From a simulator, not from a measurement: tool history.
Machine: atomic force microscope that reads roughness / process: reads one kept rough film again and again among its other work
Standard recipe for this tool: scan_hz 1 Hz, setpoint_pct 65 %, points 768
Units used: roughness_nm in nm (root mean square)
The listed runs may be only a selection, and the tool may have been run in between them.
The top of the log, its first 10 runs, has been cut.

At day 3.338: new tip fitted.
Run 11, day 3.45: usual settings. Result: roughness_nm 3.114 nm (root mean square).
Run 12, day 3.867: usual settings. Result: roughness_nm 3.106 nm (root mean square).
Run 13, day 4.133: usual settings. Result: roughness_nm 3.078 nm (root mean square).
Run 14, day 4.446: usual settings. Result: roughness_nm 3.047 nm (root mean square).
Run 15, day 4.858: usual settings but setpoint_pct 55 %. Result: roughness_nm 3.144 nm (root mean square).
Run 16, day 5.108: usual settings. Result: roughness_nm 3.069 nm (root mean square).
Run 17, day 5.592: usual settings but setpoint_pct 73 %. Result: roughness_nm 3.008 nm (root mean square).
Run 18, day 6.092: usual settings but setpoint_pct 73 %. Result: roughness_nm 3.021 nm (root mean square).
Run 19, day 6.375: usual settings but scan_hz 0.58 Hz. Result: roughness_nm 3.132 nm (root mean square).
Run 20, day 6.796: usual settings but scan_hz 0.58 Hz. Result: roughness_nm 3.122 nm (root mean square).
Run 21, day 7.262: usual settings but scan_hz 0.58 Hz. Result: roughness_nm 3.125 nm (root mean square).
Run 22, day 7.667: usual settings but scan_hz 0.58 Hz. Result: roughness_nm 3.142 nm (root mean square).
Run 23, day 8.162: usual settings but scan_hz 0.58 Hz. Result: roughness_nm 3.117 nm (root mean square).
Run 24, day 8.4: usual settings. Result: roughness_nm 3.085 nm (root mean square).
Run 25, day 8.65: usual settings. Result: roughness_nm 3.065 nm (root mean square).
Run 26, day 9.062: usual settings. Result: roughness_nm 3.111 nm (root mean square).
At day 9.329: new tip fitted.
Run 27, day 9.354: usual settings. Result: roughness_nm 3.093 nm (root mean square).
Run 28, day 9.804: usual settings but points 716. Result: roughness_nm 3.083 nm (root mean square).
Run 29, day 10.233: usual settings but setpoint_pct 68 %, points 320. Result: roughness_nm 3.034 nm (root mean square).
Run 30, day 10.642: usual settings but setpoint_pct 68 %, points 320. Result: roughness_nm 3.056 nm (root mean square).
Run 31, day 10.908: usual settings but scan_hz 2.68 Hz, points 327. Result: roughness_nm 2.87 nm (root mean square).
Run 32, day 11.146: usual settings but scan_hz 2.68 Hz, setpoint_pct 81 %, points 327. Result: roughness_nm 2.527 nm (root mean square).
Run 33, day 11.492: usual settings but scan_hz 2.68 Hz, setpoint_pct 81 %, points 327. Result: roughness_nm 2.521 nm (root mean square).
Run 34, day 11.912: usual settings but scan_hz 2.68 Hz, setpoint_pct 68 %, points 281. Result: roughness_nm 2.81 nm (root mean square).

The next listed run, before its measurement:
Run 35, day 12.196: usual settings but setpoint_pct 66 %, points 905. Result: roughness_nm ?.

roughness_nm: 3.091 nm (root mean square)
The same run, on a tool lacking any hidden state, would have yielded roughness_nm 3.098 nm (root mean square).
